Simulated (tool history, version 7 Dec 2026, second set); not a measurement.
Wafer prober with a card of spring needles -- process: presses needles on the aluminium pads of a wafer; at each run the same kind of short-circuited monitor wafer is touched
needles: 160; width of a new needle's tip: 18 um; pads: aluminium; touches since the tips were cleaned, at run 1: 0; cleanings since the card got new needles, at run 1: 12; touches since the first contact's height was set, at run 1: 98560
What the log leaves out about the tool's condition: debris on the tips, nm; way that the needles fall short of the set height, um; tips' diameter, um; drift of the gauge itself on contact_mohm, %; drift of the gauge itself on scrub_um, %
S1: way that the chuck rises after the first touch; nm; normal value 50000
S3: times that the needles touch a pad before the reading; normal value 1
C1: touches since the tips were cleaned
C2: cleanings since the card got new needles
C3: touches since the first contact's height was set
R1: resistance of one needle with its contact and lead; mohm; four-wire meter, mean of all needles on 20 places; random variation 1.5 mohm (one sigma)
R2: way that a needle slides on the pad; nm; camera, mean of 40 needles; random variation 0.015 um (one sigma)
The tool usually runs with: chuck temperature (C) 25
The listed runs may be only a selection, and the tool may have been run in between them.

run 1 hour=0 | S1=50000 chuck_temperature_(C)=25 S3=1 | C1=0 C2=12 C3=98560 | R1=146 R2=11330
-- hour=21.7 tips cleaned on abrasive film
-- hour=39 tips cleaned on abrasive film
-- hour=56.5 height of the first contact set anew
-- hour=61 tips cleaned on abrasive film
-- hour=78.3 tips cleaned on abrasive film
run 2 hour=86.2 | S1=50000 chuck_temperature_(C)=25 S3=1 | C1=3155 C2=16 C3=11757 | R1=147 R2=11320
-- hour=99.2 tips cleaned on abrasive film
-- hour=116.6 tips cleaned on abrasive film
run 3 hour=131.4 | S1=67000 chuck_temperature_(C)=25 S3=1 | C1=5918 C2=18 C3=29716 | R1=142 R2=15150
-- hour=135.8 tips cleaned on abrasive film
-- hour=153.2 tips cleaned on abrasive film
-- hour=174.8 tips cleaned on abrasive film
-- hour=196.5 tips cleaned on abrasive film
-- hour=216.6 tips cleaned on abrasive film
run 4 hour=216.6 | S1=67000 chuck_temperature_(C)=25 S3=1 | C1=0 C2=23 C3=63509 | R1=141 R2=15150
-- hour=238.3 tips cleaned on abrasive film
-- hour=259.9 tips cleaned on abrasive film
-- hour=277.3 tips cleaned on abrasive film
-- hour=297.5 tips cleaned on abrasive film
run 5 hour=297.5 | S1=50000 chuck_temperature_(C)=25 S3=2 | C1=0 C2=27 C3=95601 | R1=147 R2=11300
-- hour=319.1 tips cleaned on abrasive film
-- hour=336.5 tips cleaned on abrasive film
-- hour=353.8 tips cleaned on abrasive film
-- hour=362.7 height of the first contact set anew
-- hour=371.5 tips cleaned on abrasive film
run 6 hour=384.7 | S1=50000 chuck_temperature_(C)=25 S3=2 | C1=5265 C2=31 C3=8706 | R1=147 R2=11300
-- hour=389.1 tips cleaned on abrasive film
-- hour=406.4 tips cleaned on abrasive film
-- hour=423.8 tips cleaned on abrasive film
-- hour=445.4 tips cleaned on abrasive film
run 7 hour=457.3 | S1=46000 chuck_temperature_(C)=25 S3=1 | C1=4757 C2=35 C3=37525 | R1=144 R2=10410
-- hour=466 tips cleaned on abrasive film
-- hour=483.4 tips cleaned on abrasive film
-- hour=500.7 tips cleaned on abrasive film
-- hour=522.4 tips cleaned on abrasive film
-- hour=544 tips cleaned on abrasive film
run 8 hour=552.1 | S1=50000 chuck_temperature_(C)=25 S3=1 | C1=3216 C2=40 C3=75145 | R1=146 R2=11300
-- hour=564.9 tips cleaned on abrasive film
-- hour=582.3 tips cleaned on abrasive film
-- hour=599.6 tips cleaned on abrasive film
-- hour=617 tips cleaned on abrasive film
run 9 hour=627 | S1=50000 chuck_temperature_(C)=25 S3=1 | C1=4002 C2=44 C3=104881 | R1=145 R2=11290
-- hour=635.7 tips cleaned on abrasive film
-- hour=653.1 tips cleaned on abrasive film
-- hour=666.3 height of the first contact set anew
-- hour=670.7 tips cleaned on abrasive film
-- hour=688.1 tips cleaned on abrasive film
-- hour=705.8 tips cleaned on abrasive film
run 10 hour=705.8 | S1=50000 chuck_temperature_(C)=25 S3=1 | C1=0 C2=49 C3=15622 | R1=148 R2=11310
-- hour=727.4 tips cleaned on abrasive film
-- hour=744.7 tips cleaned on abrasive film
-- hour=766.4 tips cleaned on abrasive film
-- hour=783.8 tips cleaned on abrasive film
-- hour=801.1 tips cleaned on abrasive film
run 11 hour=807.3 | S1=50000 chuck_temperature_(C)=25 S3=1 | C1=2492 C2=54 C3=55953 | R1=146 R2=11300
-- hour=820.4 tips cleaned on abrasive film
-- hour=842 tips cleaned on abrasive film
-- hour=859.4 tips cleaned on abrasive film
-- hour=881 tips cleaned on abrasive film
run 12 hour=891.3 | S1=50000 chuck_temperature_(C)=25 S3=1 | C1=4078 C2=58 C3=89274 | R1=146 R2=11290
-- hour=900 tips cleaned on abrasive film
-- hour=917.3 tips cleaned on abrasive film
-- hour=939 tips cleaned on abrasive film
run 13 hour=944.9 | S1=50000 chuck_temperature_(C)=25 S3=1 | C1=2343 C2=61 C3=110541 | R1=145 R2=11280
-- hour=957.9 tips cleaned on abrasive film
-- hour=971.1 height of the first contact set anew
-- hour=975.5 tips cleaned on abrasive film
-- hour=992.9 tips cleaned on abrasive film
-- hour=1010.2 tips cleaned on abrasive film
-- hour=1027.6 tips cleaned on abrasive film
run 14 hour=1029.9 | S1=33000 chuck_temperature_(C)=55 S3=1 | C1=909 C2=66 C3=23272 | R1=159 R2=7450
-- hour=1047 tips cleaned on abrasive film
-- hour=1068.7 tips cleaned on abrasive film
-- hour=1086 tips cleaned on abrasive film
-- hour=1103.4 tips cleaned on abrasive film
run 15 hour=1115.4 | S1=33000 chuck_temperature_(C)=55 S3=1 | C1=4817 C2=70 C3=57257 | R1=160 R2=7450
-- hour=1124.2 tips cleaned on abrasive film
-- hour=1145.7 tips cleaned on abrasive film
-- hour=1163.1 tips cleaned on abrasive film
-- hour=1180.4 tips cleaned on abrasive film
-- hour=1202.1 tips cleaned on abrasive film
run 16 hour=1217.1 | S1=33000 chuck_temperature_(C)=55 S3=1 | C1=5970 C2=75 C3=97601 | R1=159 R2=7450
-- hour=1221.5 tips cleaned on abrasive film
-- hour=1238.8 tips cleaned on abrasive film
-- hour=1256.2 tips cleaned on abrasive film
-- hour=1277.8 tips cleaned on abrasive film
-- hour=1278.1 height of the first contact set anew
run 17 hour=1278.3 | S1=50000 chuck_temperature_(C)=68 S3=1 | C1=73 C2=79 C3=73 | R1=156 R2=11290
-- hour=1295.6 tips cleaned on abrasive film
-- hour=1317.3 tips cleaned on abrasive film
-- hour=1335 tips cleaned on abrasive film
run 18 hour=1335 | S1=50000 chuck_temperature_(C)=103 S3=2 | C1=0 C2=82 C3=22584 | R1=161 R2=11280
-- hour=1356.5 tips cleaned on abrasive film
-- hour=1373.9 tips cleaned on abrasive film
-- hour=1391.2 tips cleaned on abrasive film
-- hour=1408.6 tips cleaned on abrasive film
-- hour=1430.2 tips cleaned on abrasive film
run 19 hour=1434.1 | S1=34000 chuck_temperature_(C)=25 S3=1 | C1=1559 C2=87 C3=61927 | R1=153 R2=7670
-- hour=1451.3 tips cleaned on abrasive film
-- hour=1468.7 tips cleaned on abrasive film
-- hour=1486 tips cleaned on abrasive film
-- hour=1507.7 tips cleaned on abrasive film
run 20 hour=1512 | S1=34000 chuck_temperature_(C)=25 S3=1 | C1=1723 C2=91 C3=92826 | R1=154 R2=7660
-- hour=1525.1 tips cleaned on abrasive film
-- hour=1542.5 tips cleaned on abrasive film
run 21 hour=1556.5 | S1=34000 chuck_temperature_(C)=25 S3=1 | C1=5612 C2=93 C3=110523 | R1=150 R2=7690
-- hour=1560.9 tips cleaned on abrasive film
-- hour=1582.6 tips cleaned on abrasive film
-- hour=1582.9 height of the first contact set anew
-- hour=1604.5 tips cleaned on abrasive film
-- hour=1626 tips cleaned on abrasive film
run 22 hour=1641.8 | S1=61000 chuck_temperature_(C)=49 S3=1 | C1=6291 C2=97 C3=23415 | R1=148 R2=13730
-- hour=1646.2 tips cleaned on abrasive film
-- hour=1663.5 tips cleaned on abrasive film
-- hour=1680.9 tips cleaned on abrasive film
-- hour=1702.5 tips cleaned on abrasive film
run 23 hour=1710.4 | S1=33000 chuck_temperature_(C)=91 S3=1 | C1=3136 C2=101 C3=50626 | R1=166 R2=7450
-- hour=1723.4 tips cleaned on abrasive film
-- hour=1740.8 tips cleaned on abrasive film
-- hour=1758.1 tips cleaned on abrasive film
-- hour=1775.5 tips cleaned on abrasive film
run 24 hour=1786.7 | S1=33000 chuck_temperature_(C)=33 S3=1 | C1=4493 C2=105 C3=80921 | R1=154 R2=7460
-- hour=1795.4 tips cleaned on abrasive film
-- hour=1817.1 tips cleaned on abrasive film
-- hour=1834.4 tips cleaned on abrasive film
-- hour=1851.8 tips cleaned on abrasive film
run 25 hour=1854.5 | S1=53000 chuck_temperature_(C)=94 S3=1 | C1=1067 C2=109 C3=107787 | R1=160 R2=11970
-- hour=1871.8 tips cleaned on abrasive film
-- hour=1889.1 tips cleaned on abrasive film
-- hour=1889.4 height of the first contact set anew
-- hour=1906.8 tips cleaned on abrasive film
run 26 hour=1921.1 | S1=53000 chuck_temperature_(C)=94 S3=1 | C1=5690 C2=112 C3=12571 | R1=157 R2=11930

Consider 4 possible next runs. They are alternatives, not a sequence: every one starts from the tool as it was left by run 26. What does each give?
-- hour=1925.5 tips cleaned on abrasive film
-- hour=1942.8 tips cleaned on abrasive film
-- hour=1960.2 tips cleaned on abrasive film
run A hour=1975.2 | S1=53000 chuck_temperature_(C)=94 S3=2 | C1=6012 C2=115 C3=34066 | R1=? R2=?
-- hour=1925.5 tips cleaned on abrasive film
-- hour=1942.8 tips cleaned on abrasive film
-- hour=1960.2 tips cleaned on abrasive film
run B hour=1975.2 | S1=55000 chuck_temperature_(C)=66 S3=2 | C1=6012 C2=115 C3=34066 | R1=? R2=?
-- hour=1925.5 tips cleaned on abrasive film
-- hour=1942.8 tips cleaned on abrasive film
-- hour=1960.2 tips cleaned on abrasive film
run C hour=1975.2 | S1=50000 chuck_temperature_(C)=114 S3=1 | C1=6012 C2=115 C3=34066 | R1=? R2=?
-- hour=1925.5 tips cleaned on abrasive film
-- hour=1942.8 tips cleaned on abrasive film
-- hour=1960.2 tips cleaned on abrasive film
run D hour=1975.2 | S1=39000 chuck_temperature_(C)=65 S3=1 | C1=6012 C2=115 C3=34066 | R1=? R2=?

run=A R1=155 R2=11920
run=B R1=151 R2=12400
run=C R1=161 R2=11250
run=D R1=158 R2=8770
Without the tool's unlogged condition, the same runs would have read:
run=A R1=155 R2=11990
run=B R1=151 R2=12470
run=C R1=161 R2=11320
run=D R1=157 R2=8820
